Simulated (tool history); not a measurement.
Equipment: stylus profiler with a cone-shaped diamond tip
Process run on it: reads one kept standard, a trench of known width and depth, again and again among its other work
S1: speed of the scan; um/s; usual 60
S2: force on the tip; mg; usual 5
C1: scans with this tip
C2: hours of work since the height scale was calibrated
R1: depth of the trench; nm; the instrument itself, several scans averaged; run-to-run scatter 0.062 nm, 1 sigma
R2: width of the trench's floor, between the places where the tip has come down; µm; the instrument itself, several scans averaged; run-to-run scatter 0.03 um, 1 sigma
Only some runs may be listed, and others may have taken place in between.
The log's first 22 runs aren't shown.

run    hour   S1     S2     C1    C2      R1     R2
 23   629.9   60      5   9597   826  101.76  98.49
 24   664.5   60      5   9876   850  101.75  98.42
 25   702.3   22   7.68  10182   877  102.27  98.51
 26   736.8  131   1.77  10462   901  100.75   98.1
 27   770.4  131   1.77  10733   924  100.86  98.05
 28   793.9  177   3.84  10924   940  101.42  98.21
 29   811.4  177   3.84  11065   953  101.45   98.2
 30   845.9  177   3.84  11344   977  101.44  98.18
 31   876.1   27  10.95  11588   998  102.83   98.5
 32   912.2  111   6.15  11880  1023  101.98  98.37
 33   935.7   17  11.14  12071  1039   102.9  98.56
 34   958.3   17  11.14  12253  1055  103.02  98.56
 35   984.7  186  11.14  12466  1073  102.95  98.31
 36  1018.4  186  11.14  12739  1097  102.99  98.35
 37  1046.2   60  11.01  12964  1116  102.97  98.52
 38  1068.2   60   5.04  13142  1131  101.68  98.43
 39  1086.6   60   3.16  13291  1144   101.2  98.42
 40  1103.4  180   13.3  13427  1156  103.32   98.3
 41  1128.1  118  10.07  13626  1173  102.68  98.38
     1138.5  -- new tip fitted, height scale calibrated
 42    1147   25   5.61     69     6  101.86  98.56
 43  1182.9   25   5.61    360    31  101.85  98.61
 44  1208.2   25   5.61    564    49  101.94  98.55
 45  1224.4   39    4.5    695    60  101.66  98.51
 46    1255   39    4.5    943    81  101.68  98.56
 47  1284.2  229   4.11   1178   101  101.64  98.14

3 ways to go on from here, each from the tool as it stands after run 47. What would each give?
  A  1307.3   38  5.97  1366  118   ?   ?
  B  1307.3  155  2.42  1366  118   ?   ?
  C  1307.3  100  4.11  1366  118   ?   ?

run      R1     R2
  A  101.95  98.56
  B  101.07  98.14
  C  101.58  98.33
What these runs would have given with no unlogged condition in the tool:
run      R1     R2
  A  101.95  98.57
  B  101.07  98.14
  C  101.58  98.34
